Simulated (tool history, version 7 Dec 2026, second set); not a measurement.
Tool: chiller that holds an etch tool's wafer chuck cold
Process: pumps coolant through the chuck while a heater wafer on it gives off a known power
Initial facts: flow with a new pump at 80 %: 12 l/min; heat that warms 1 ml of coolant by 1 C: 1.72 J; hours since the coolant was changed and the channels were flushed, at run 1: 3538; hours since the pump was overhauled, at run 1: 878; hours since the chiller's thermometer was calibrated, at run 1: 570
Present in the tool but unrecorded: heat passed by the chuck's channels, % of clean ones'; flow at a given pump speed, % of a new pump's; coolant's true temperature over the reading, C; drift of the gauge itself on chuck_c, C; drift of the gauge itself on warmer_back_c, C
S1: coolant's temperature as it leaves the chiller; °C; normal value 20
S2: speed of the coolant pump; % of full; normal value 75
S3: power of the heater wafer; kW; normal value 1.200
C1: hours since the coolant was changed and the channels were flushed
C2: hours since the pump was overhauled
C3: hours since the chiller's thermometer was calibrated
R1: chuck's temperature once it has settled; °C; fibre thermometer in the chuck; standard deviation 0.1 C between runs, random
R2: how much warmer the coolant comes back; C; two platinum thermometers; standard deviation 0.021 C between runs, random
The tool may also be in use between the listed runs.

run	hour	S1	S2	S3	C1	C2	C3	R1	R2
1	0.0	20	75	1.200	3538	878	570	33.3	3.79
2	27.9	20	69	1.200	3566	906	598	34.1	4.16
3	73.6	20	69	1.200	3612	952	644	34.2	4.16
4	96.0	20	75	1.200	3634	974	666	33.5	3.77
5	127.3	13	75	1.200	3666	1005	698	26.5	3.74
6	166.5	20	75	1.200	3705	1044	737	33.6	3.80
7	212.8	20	75	1.200	3751	1091	783	33.4	3.76
8	236.7	20	76	1.200	3775	1115	807	33.5	3.75
# hour 240.3: chiller's thermometer calibrated
9	284.2	20	76	0.694	3822	1161	44	27.9	2.18
10	333.2	20	75	1.200	3871	1210	93	33.7	3.76
11	375.1	20	75	1.200	3913	1252	135	33.7	3.78
12	397.5	20	75	1.200	3935	1274	157	33.7	3.80
13	419.6	20	75	1.200	3957	1297	179	33.7	3.78
14	460.9	20	75	1.200	3998	1338	221	33.9	3.79
# hour 474.8: chiller's thermometer calibrated, once more
15	489.6	20	75	1.770	4026	1366	15	39.8	5.55
16	528.3	20	75	1.770	4065	1404	54	39.7	5.57
17	550.0	18	83	1.005	4086	1426	75	28.5	2.85
18	597.9	23	70	1.200	4134	1474	123	37.2	4.13
19	647.3	23	70	1.200	4184	1523	173	37.2	4.14
20	671.1	23	70	1.200	4207	1547	196	37.1	4.08
21	709.4	23	70	1.200	4246	1585	235	37.4	4.11
22	762.1	20	67	1.794	4298	1638	287	42.0	6.47
23	794.1	17	61	1.080	4330	1670	319	30.9	4.31
24	820.1	20	82	0.863	4356	1696	345	29.2	2.45
25	862.3	10	82	1.420	4399	1738	388	25.1	4.03
26	909.1	20	87	1.200	4446	1785	434	32.3	3.21
27	941.1	26	62	1.333	4477	1817	466	43.3	5.28
28	972.2	20	75	1.200	4509	1848	497	33.7	3.79
29	1007.1	22	74	0.884	4543	1883	532	32.1	2.82
30	1033.8	11	81	0.884	4570	1910	559	20.6	2.56
31	1060.2	16	63	0.884	4597	1936	585	27.5	3.42

Hidden condition of the tool, last listed run before each entry between runs versus first listed run after:
After run 8, before run 9: chiller's thermometer calibrated (hour 240.3)
  heat passed by the chuck's channels, % of clean ones': 91.2 -> 91.1; flow at a given pump speed, % of a new pump's: 99.3 -> 99.2; coolant's true temperature over the reading, C: 0.17 -> 0.24
  measured result minus the result with no hidden state, R1: +1.3 -> +0.8 °C; R2: +0.02 -> +0.02 C
After run 14, before run 15: chiller's thermometer calibrated, once more (hour 474.8)
  heat passed by the chuck's channels, % of clean ones': 90.8 -> 90.7; coolant's true temperature over the reading, C: 0.26 -> 0
  measured result minus the result with no hidden state, R1: +1.4 -> +1.7 °C; R2: +0.03 -> +0.06 C
